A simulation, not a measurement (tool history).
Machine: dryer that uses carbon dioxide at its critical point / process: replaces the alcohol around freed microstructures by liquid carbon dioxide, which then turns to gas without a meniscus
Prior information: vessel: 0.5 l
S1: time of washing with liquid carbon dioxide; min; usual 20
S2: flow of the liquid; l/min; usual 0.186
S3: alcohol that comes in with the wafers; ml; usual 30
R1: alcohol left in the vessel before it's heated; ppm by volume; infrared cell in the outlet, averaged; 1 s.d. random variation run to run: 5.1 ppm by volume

run	hour	S1	S2	S3	R1
1	0.0	20	0.186	30	113
2	35.8	20	0.186	30	108
3	73.9	20	0.186	30	122
4	119.3	20	0.186	30	126
5	143.1	20	0.186	30	121
6	192.4	20	0.186	30	120
7	233.8	19	0.186	30	164
8	285.5	19	0.186	30	170
9	310.0	19	0.186	30	168
10	356.3	20	0.186	30	144
11	404.9	20	0.186	30	143
12	447.1	20	0.186	30	148
13	486.5	20	0.186	30	157
14	517.6	20	0.186	30	149
15	555.7	20	0.122	30	847
16	583.6	20	0.122	30	857
17	632.4	13	0.221	97	1365
18	660.3	22	0.176	81	275
19	687.2	22	0.176	81	274
20	734.8	22	0.186	41	152
21	757.7	20	0.263	30	90
22	783.3	18	0.148	39	884

Forecast run 23:
23	825.5	30	0.255	105	?

Run 23 gave R1 88 ppm by volume.
Minus the tool's unlogged condition, the same run would have read R1 9 ppm by volume.
